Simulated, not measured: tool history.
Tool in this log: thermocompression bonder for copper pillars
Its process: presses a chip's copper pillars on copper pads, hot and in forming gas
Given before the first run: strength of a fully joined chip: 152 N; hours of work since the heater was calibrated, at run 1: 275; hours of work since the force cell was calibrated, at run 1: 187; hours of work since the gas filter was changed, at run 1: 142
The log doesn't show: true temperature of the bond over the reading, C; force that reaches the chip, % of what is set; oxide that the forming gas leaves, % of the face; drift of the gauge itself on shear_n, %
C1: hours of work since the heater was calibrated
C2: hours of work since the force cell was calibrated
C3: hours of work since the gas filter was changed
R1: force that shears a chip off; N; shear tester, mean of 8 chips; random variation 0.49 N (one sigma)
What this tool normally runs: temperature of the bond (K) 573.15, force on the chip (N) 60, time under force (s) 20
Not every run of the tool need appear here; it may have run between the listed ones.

run 1 hour=0 | temperature_of_the_bond_(K)=573.15 force_on_the_chip_(N)=60 time_under_force_(s)=20 | C1=275 C2=187 C3=142 | R1=83.9
run 2 hour=31.1 | temperature_of_the_bond_(K)=573.15 force_on_the_chip_(N)=60 time_under_force_(s)=20 | C1=298 C2=210 C3=165 | R1=83.4
run 3 hour=50.7 | temperature_of_the_bond_(K)=573.15 force_on_the_chip_(N)=42 time_under_force_(s)=20 | C1=312 C2=224 C3=179 | R1=65.7
-- hour=54.6 forming gas filter changed
run 4 hour=81.7 | temperature_of_the_bond_(K)=573.15 force_on_the_chip_(N)=44 time_under_force_(s)=20 | C1=334 C2=247 C3=20 | R1=68.1
run 5 hour=109.4 | temperature_of_the_bond_(K)=573.15 force_on_the_chip_(N)=44 time_under_force_(s)=20 | C1=355 C2=267 C3=40 | R1=68.8
run 6 hour=132.4 | temperature_of_the_bond_(K)=573.15 force_on_the_chip_(N)=60 time_under_force_(s)=20 | C1=371 C2=284 C3=57 | R1=84.2
run 7 hour=150.1 | temperature_of_the_bond_(K)=573.15 force_on_the_chip_(N)=60 time_under_force_(s)=20 | C1=384 C2=297 C3=70 | R1=83.3
run 8 hour=168.9 | temperature_of_the_bond_(K)=573.15 force_on_the_chip_(N)=60 time_under_force_(s)=20 | C1=398 C2=311 C3=84 | R1=83.9
run 9 hour=206.4 | temperature_of_the_bond_(K)=573.15 force_on_the_chip_(N)=60 time_under_force_(s)=20 | C1=426 C2=338 C3=111 | R1=83.1
run 10 hour=224.7 | temperature_of_the_bond_(K)=573.15 force_on_the_chip_(N)=60 time_under_force_(s)=20 | C1=439 C2=351 C3=125 | R1=82.9
run 11 hour=254 | temperature_of_the_bond_(K)=573.15 force_on_the_chip_(N)=60 time_under_force_(s)=20 | C1=461 C2=373 C3=146 | R1=83.2
run 12 hour=283.1 | temperature_of_the_bond_(K)=576.15 force_on_the_chip_(N)=60 time_under_force_(s)=20 | C1=482 C2=394 C3=167 | R1=84.3
-- hour=302.5 forming gas filter changed
run 13 hour=319.5 | temperature_of_the_bond_(K)=573.15 force_on_the_chip_(N)=60 time_under_force_(s)=20 | C1=508 C2=420 C3=12 | R1=82.6
run 14 hour=342.6 | temperature_of_the_bond_(K)=545.15 force_on_the_chip_(N)=60 time_under_force_(s)=20 | C1=525 C2=437 C3=29 | R1=65.1
run 15 hour=379.2 | temperature_of_the_bond_(K)=554.15 force_on_the_chip_(N)=41 time_under_force_(s)=21 | C1=552 C2=464 C3=56 | R1=56
run 16 hour=414.6 | temperature_of_the_bond_(K)=554.15 force_on_the_chip_(N)=67 time_under_force_(s)=21 | C1=578 C2=490 C3=82 | R1=77.5
run 17 hour=431.1 | temperature_of_the_bond_(K)=554.15 force_on_the_chip_(N)=67 time_under_force_(s)=21 | C1=590 C2=502 C3=94 | R1=76.5
run 18 hour=467.5 | temperature_of_the_bond_(K)=578.15 force_on_the_chip_(N)=89 time_under_force_(s)=60 | C1=617 C2=529 C3=121 | R1=131.2
run 19 hour=492.4 | temperature_of_the_bond_(K)=578.15 force_on_the_chip_(N)=89 time_under_force_(s)=60 | C1=635 C2=547 C3=139 | R1=130.1
run 20 hour=529.3 | temperature_of_the_bond_(K)=578.15 force_on_the_chip_(N)=89 time_under_force_(s)=60 | C1=662 C2=574 C3=166 | R1=130.3
run 21 hour=544.9 | temperature_of_the_bond_(K)=599.15 force_on_the_chip_(N)=40 time_under_force_(s)=11 | C1=673 C2=586 C3=178 | R1=62.9
-- hour=549.9 forming gas filter changed
run 22 hour=567 | temperature_of_the_bond_(K)=558.15 force_on_the_chip_(N)=40 time_under_force_(s)=11 | C1=689 C2=601 C3=13 | R1=43.7
run 23 hour=588.5 | temperature_of_the_bond_(K)=583.15 force_on_the_chip_(N)=60 time_under_force_(s)=20 | C1=705 C2=617 C3=28 | R1=88.8
run 24 hour=608.9 | temperature_of_the_bond_(K)=583.15 force_on_the_chip_(N)=60 time_under_force_(s)=20 | C1=720 C2=632 C3=43 | R1=88.4
run 25 hour=630 | temperature_of_the_bond_(K)=583.15 force_on_the_chip_(N)=60 time_under_force_(s)=20 | C1=735 C2=648 C3=59 | R1=87.3
run 26 hour=668.2 | temperature_of_the_bond_(K)=554.15 force_on_the_chip_(N)=60 time_under_force_(s)=20 | C1=763 C2=676 C3=87 | R1=71
run 27 hour=687.2 | temperature_of_the_bond_(K)=573.15 force_on_the_chip_(N)=78 time_under_force_(s)=55 | C1=777 C2=689 C3=101 | R1=122
run 28 hour=711.3 | temperature_of_the_bond_(K)=573.15 force_on_the_chip_(N)=52 time_under_force_(s)=34 | C1=795 C2=707 C3=118 | R1=89.6

Here are 5 independent what-if runs from the current tool condition. What would each one return?
run A hour=729.9 | temperature_of_the_bond_(K)=564.15 force_on_the_chip_(N)=62 time_under_force_(s)=34 | C1=808 C2=721 C3=132 | R1=?
run B hour=729.9 | temperature_of_the_bond_(K)=556.15 force_on_the_chip_(N)=52 time_under_force_(s)=46 | C1=808 C2=721 C3=132 | R1=?
run C hour=729.9 | temperature_of_the_bond_(K)=561.15 force_on_the_chip_(N)=63 time_under_force_(s)=24 | C1=808 C2=721 C3=132 | R1=?
run D hour=729.9 | temperature_of_the_bond_(K)=599.15 force_on_the_chip_(N)=60 time_under_force_(s)=58 | C1=808 C2=721 C3=132 | R1=?
run E hour=729.9 | temperature_of_the_bond_(K)=590.15 force_on_the_chip_(N)=60 time_under_force_(s)=20 | C1=808 C2=721 C3=132 | R1=?

run=A R1=92.3
run=B R1=85.7
run=C R1=82.1
run=D R1=123
run=E R1=92.3
With no hidden state in the tool, these same runs would have given:
run=A R1=94.2
run=B R1=87.5
run=C R1=83.7
run=D R1=125.7
run=E R1=94.2
